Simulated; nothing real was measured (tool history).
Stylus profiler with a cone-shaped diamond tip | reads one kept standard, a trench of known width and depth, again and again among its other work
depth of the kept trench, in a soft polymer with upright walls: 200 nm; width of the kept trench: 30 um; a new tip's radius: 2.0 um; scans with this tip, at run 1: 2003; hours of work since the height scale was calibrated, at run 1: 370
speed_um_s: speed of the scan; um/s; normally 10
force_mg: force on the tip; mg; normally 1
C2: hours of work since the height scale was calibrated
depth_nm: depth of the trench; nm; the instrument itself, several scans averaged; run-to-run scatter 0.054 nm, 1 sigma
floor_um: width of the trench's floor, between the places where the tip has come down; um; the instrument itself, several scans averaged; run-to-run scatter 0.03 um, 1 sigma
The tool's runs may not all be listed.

Run 1, hour 0: usual settings; scans with this tip 2003; C2 370. Result: depth_nm 201.13 nm, floor_um 28.22 um.
Run 2, hour 37: usual settings but speed_um_s 19 um/s; scans with this tip 2146; C2 396. Result: depth_nm 201.1 nm, floor_um 28.19 um.
Run 3, hour 58.5: usual settings but speed_um_s 19 um/s; scans with this tip 2229; C2 411. Result: depth_nm 201.16 nm, floor_um 28.23 um.
Run 4, hour 79.7: usual settings but force_mg 1.34 mg; scans with this tip 2311; C2 426. Result: depth_nm 201.3 nm, floor_um 28.21 um.
Run 5, hour 123.6: usual settings but speed_um_s 3 um/s; scans with this tip 2481; C2 458. Result: depth_nm 201.12 nm, floor_um 28.24 um.
Run 6, hour 146.5: usual settings but speed_um_s 3 um/s; scans with this tip 2570; C2 474. Result: depth_nm 201.06 nm, floor_um 28.25 um.
Run 7, hour 190.7: usual settings but speed_um_s 3 um/s; scans with this tip 2741; C2 506. Result: depth_nm 201 nm, floor_um 28.29 um.
Run 8, hour 234.5: usual settings but speed_um_s 3 um/s; scans with this tip 2911; C2 537. Result: depth_nm 201.08 nm, floor_um 28.2 um.
Run 9, hour 277.6: usual settings but speed_um_s 3 um/s; scans with this tip 3077; C2 568. Result: depth_nm 201.08 nm, floor_um 28.2 um.
Run 10, hour 318.9: usual settings but speed_um_s 3 um/s; scans with this tip 3237; C2 597. Result: depth_nm 201.12 nm, floor_um 28.24 um.
Run 11, hour 361.7: usual settings but speed_um_s 3 um/s; scans with this tip 3403; C2 628. Result: depth_nm 201.12 nm, floor_um 28.26 um.
Run 12, hour 382.4: usual settings but speed_um_s 5 um/s; scans with this tip 3483; C2 643. Result: depth_nm 201.18 nm, floor_um 28.2 um.
Run 13, hour 415.5: usual settings but speed_um_s 5 um/s; scans with this tip 3611; C2 666. Result: depth_nm 201.2 nm, floor_um 28.29 um.
Run 14, hour 447.4: usual settings but speed_um_s 38 um/s; scans with this tip 3735; C2 689. Result: depth_nm 201.15 nm, floor_um 28.16 um.
Run 15, hour 481.7: usual settings; scans with this tip 3867; C2 714. Result: depth_nm 201.2 nm, floor_um 28.25 um.
Run 16, hour 506.4: usual settings but speed_um_s 5 um/s, force_mg 0.49 mg; scans with this tip 3963; C2 731. Result: depth_nm 200.77 nm, floor_um 28.18 um.
Run 17, hour 525.4: usual settings but speed_um_s 13 um/s, force_mg 0.43 mg; scans with this tip 4036; C2 745. Result: depth_nm 200.7 nm, floor_um 28.18 um.
Run 18, hour 545.8: usual settings but speed_um_s 21 um/s, force_mg 1.01 mg; scans with this tip 4115; C2 759. Result: depth_nm 201.16 nm, floor_um 28.21 um.
Run 19, hour 585.8: usual settings but force_mg 0.35 mg; scans with this tip 4270; C2 788. Result: depth_nm 200.57 nm, floor_um 28.2 um.
Run 20, hour 612.6: usual settings but speed_um_s 29 um/s; scans with this tip 4374; C2 807. Result: depth_nm 201.2 nm, floor_um 28.15 um.
Run 21, hour 656.5: usual settings but speed_um_s 4 um/s, force_mg 1.53 mg; scans with this tip 4544; C2 838. Result: depth_nm 201.64 nm, floor_um 28.24 um.
Run 22, hour 678.8: usual settings but speed_um_s 4 um/s, force_mg 1.53 mg; scans with this tip 4630; C2 854. Result: depth_nm 201.56 nm, floor_um 28.25 um.
Run 23, hour 709.1: usual settings but force_mg 0.34 mg; scans with this tip 4747; C2 876. Result: depth_nm 200.65 nm, floor_um 28.17 um.
Run 24, hour 737.9: usual settings but speed_um_s 27 um/s, force_mg 2.86 mg; scans with this tip 4859; C2 896. Result: depth_nm 202.24 nm, floor_um 28.18 um.
Run 25, hour 776.9: usual settings but speed_um_s 27 um/s, force_mg 2.86 mg; scans with this tip 5010; C2 924. Result: depth_nm 202.23 nm, floor_um 28.22 um.
Run 26, hour 818.6: usual settings but speed_um_s 4 um/s, force_mg 2.86 mg; scans with this tip 5171; C2 954. Result: depth_nm 202.26 nm, floor_um 28.22 um.
Run 27, hour 848: usual settings but speed_um_s 5 um/s; scans with this tip 5285; C2 975. Result: depth_nm 201.09 nm, floor_um 28.27 um.
Run 28, hour 874: usual settings but speed_um_s 3 um/s, force_mg 0.72 mg; scans with this tip 5386; C2 994. Result: depth_nm 200.89 nm, floor_um 28.23 um.
Run 29, hour 905.5: usual settings but speed_um_s 3 um/s, force_mg 0.72 mg; scans with this tip 5507; C2 1016. Result: depth_nm 200.9 nm, floor_um 28.23 um.

Here are 3 independent what-if runs from the current tool condition. What would each one return?
Run A, hour 930.7: usual settings but speed_um_s 3 um/s; scans with this tip 5605; C2 1034. Result: depth_nm ?, floor_um ?.
Run B, hour 930.7: usual settings but speed_um_s 6 um/s, force_mg 2.23 mg; scans with this tip 5605; C2 1034. Result: depth_nm ?, floor_um ?.
Run C, hour 930.7: usual settings but force_mg 1.75 mg; scans with this tip 5605; C2 1034. Result: depth_nm ?, floor_um ?.

run  depth_nm  floor_um
  A    201.23     28.26
  B    201.97     28.23
  C    201.67     28.27
Had the tool no hidden state, the same runs would have come out as:
run  depth_nm  floor_um
  A    201.22     28.27
  B    201.96     28.24
  C    201.67     28.28

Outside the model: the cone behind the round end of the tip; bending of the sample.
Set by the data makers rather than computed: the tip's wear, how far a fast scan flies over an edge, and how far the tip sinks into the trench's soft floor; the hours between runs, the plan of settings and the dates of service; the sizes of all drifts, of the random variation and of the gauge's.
